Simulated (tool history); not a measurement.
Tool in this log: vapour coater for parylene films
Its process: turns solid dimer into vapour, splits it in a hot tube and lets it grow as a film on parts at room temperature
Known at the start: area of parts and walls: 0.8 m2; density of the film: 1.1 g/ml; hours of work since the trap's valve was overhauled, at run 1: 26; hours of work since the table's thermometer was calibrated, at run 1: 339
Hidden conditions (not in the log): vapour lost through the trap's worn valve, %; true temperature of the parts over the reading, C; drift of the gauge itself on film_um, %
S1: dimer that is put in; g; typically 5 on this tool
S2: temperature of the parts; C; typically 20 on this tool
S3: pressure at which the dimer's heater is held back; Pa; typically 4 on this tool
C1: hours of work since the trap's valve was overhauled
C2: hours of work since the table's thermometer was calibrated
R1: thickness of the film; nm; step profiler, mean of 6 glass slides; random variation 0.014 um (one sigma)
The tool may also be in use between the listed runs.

| run | hour | S1 | S2 | S3 | C1 | C2 | R1 |
|---|---|---|---|---|---|---|---|
| 1 | 0 | 5 | 20 | 4 | 26 | 339 | 3610 |
| 2 | 16 | 5 | 20 | 4 | 34 | 347 | 3590 |
| 3 | 32.2 | 5 | 20 | 4 | 42 | 356 | 3590 |
| 4 | 45.6 | 5 | 20 | 4 | 48 | 362 | 3590 |
| 5 | 58.1 | 5 | 20 | 4 | 55 | 369 | 3570 |
| 6 | 74 | 5 | 19 | 4 | 63 | 376 | 3660 |
| 7 | 91.6 | 5 | 19 | 3.81 | 71 | 385 | 3710 |
| 8 | 106.6 | 5 | 19 | 3.81 | 79 | 393 | 3690 |
| 9 | 119.4 | 5 | 20 | 4 | 85 | 399 | 3560 |
| 10 | 128.8 | 6 | 25 | 4 | 90 | 404 | 3920 |
| 11 | 136.2 | 2 | 20 | 4 | 94 | 408 | 1440 |
| 12 | 149.6 | 2 | 20 | 4 | 100 | 414 | 1450 |
| 13 | 163.2 | 2 | 20 | 4 | 107 | 421 | 1430 |
| 14 | 176.5 | 8 | 20 | 4 | 114 | 428 | 5700 |
| 15 | 191.3 | 8 | 20 | 4 | 121 | 435 | 5660 |
| 16 | 200.5 | 6 | 16 | 4.28 | 126 | 440 | 4520 |
| 17 | 210.7 | 2 | 20 | 3.65 | 131 | 445 | 1450 |
| 18 | 226.9 | 2 | 20 | 3.65 | 139 | 453 | 1430 |

Below are 3 alternative next runs, each starting from the tool's condition after run 18. Predict each:
| A | 235.2 | 4 | 15 | 5.11 | 143 | 457 | ? |
| B | 235.2 | 9 | 28 | 3.69 | 143 | 457 | ? |
| C | 235.2 | 5 | 20 | 4 | 143 | 457 | ? |

| run | R1 |
|---|---|
| A | 2930 |
| B | 5570 |
| C | 3500 |
Stripped of hidden state, with their random variation kept, the same runs would have yielded:
| run | R1 |
|---|---|
| A | 3000 |
| B | 5700 |
| C | 3590 |

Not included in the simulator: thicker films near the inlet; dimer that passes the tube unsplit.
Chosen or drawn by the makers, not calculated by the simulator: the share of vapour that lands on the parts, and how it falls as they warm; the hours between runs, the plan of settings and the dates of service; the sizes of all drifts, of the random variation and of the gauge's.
